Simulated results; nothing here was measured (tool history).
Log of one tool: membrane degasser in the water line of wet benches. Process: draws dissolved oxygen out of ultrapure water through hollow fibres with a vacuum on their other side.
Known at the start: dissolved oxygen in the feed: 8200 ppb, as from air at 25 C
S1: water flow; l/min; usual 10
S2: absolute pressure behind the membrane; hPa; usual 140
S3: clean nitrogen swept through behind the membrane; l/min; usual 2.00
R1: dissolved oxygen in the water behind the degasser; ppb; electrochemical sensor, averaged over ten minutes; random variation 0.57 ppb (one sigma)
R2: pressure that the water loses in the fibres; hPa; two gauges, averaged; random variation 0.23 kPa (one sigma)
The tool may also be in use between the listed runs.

Run 1, day 0.000: usual settings. Result: R1 134.5 ppb, R2 601.0 hPa.
Run 2, day 7.133: usual settings. Result: R1 134.8 ppb, R2 603.7 hPa.
Run 3, day 12.804: usual settings. Result: R1 135.2 ppb, R2 601.9 hPa.
Run 4, day 19.442: usual settings. Result: R1 134.9 ppb, R2 606.0 hPa.
Run 5, day 23.158: usual settings. Result: R1 135.0 ppb, R2 605.6 hPa.
Run 6, day 28.688: usual settings. Result: R1 134.4 ppb, R2 605.6 hPa.
Run 7, day 33.083: usual settings but S1 11 l/min. Result: R1 148.4 ppb, R2 663.7 hPa.
Run 8, day 36.300: usual settings but S1 11 l/min. Result: R1 148.9 ppb, R2 661.0 hPa.
Run 9, day 42.721: usual settings but S1 14 l/min, S2 104 hPa, S3 2.38 l/min. Result: R1 115.1 ppb, R2 844.6 hPa.
Run 10, day 47.108: usual settings but S1 14 l/min, S2 270 hPa, S3 2.43 l/min. Result: R1 335.0 ppb, R2 839.2 hPa.
Run 11, day 54.383: usual settings but S1 11 l/min, S2 129 hPa, S3 3.01 l/min. Result: R1 93.6 ppb, R2 665.3 hPa.
Run 12, day 59.896: usual settings but S1 13 l/min, S2 164 hPa. Result: R1 212.8 ppb, R2 789.6 hPa.
Run 13, day 66.642: usual settings but S1 13 l/min, S2 164 hPa. Result: R1 212.2 ppb, R2 785.0 hPa.
Run 14, day 71.579: usual settings but S3 1.36 l/min. Result: R1 191.5 ppb, R2 604.5 hPa.
Run 15, day 78.617: usual settings but S3 1.36 l/min. Result: R1 191.7 ppb, R2 609.1 hPa.

The next listed run, before its measurement:
At day 80.458: vacuum gauge calibrated.
Run 16, day 84.158: usual settings but S1 7 l/min, S2 234 hPa, S3 1.58 l/min. Result: R1 ?, R2 ?.

Run 16 gave R1 217.6 ppb, R2 423.9 hPa.
Without the tool's hidden state the same run would have given R1 217.4 ppb, R2 423.4 hPa.

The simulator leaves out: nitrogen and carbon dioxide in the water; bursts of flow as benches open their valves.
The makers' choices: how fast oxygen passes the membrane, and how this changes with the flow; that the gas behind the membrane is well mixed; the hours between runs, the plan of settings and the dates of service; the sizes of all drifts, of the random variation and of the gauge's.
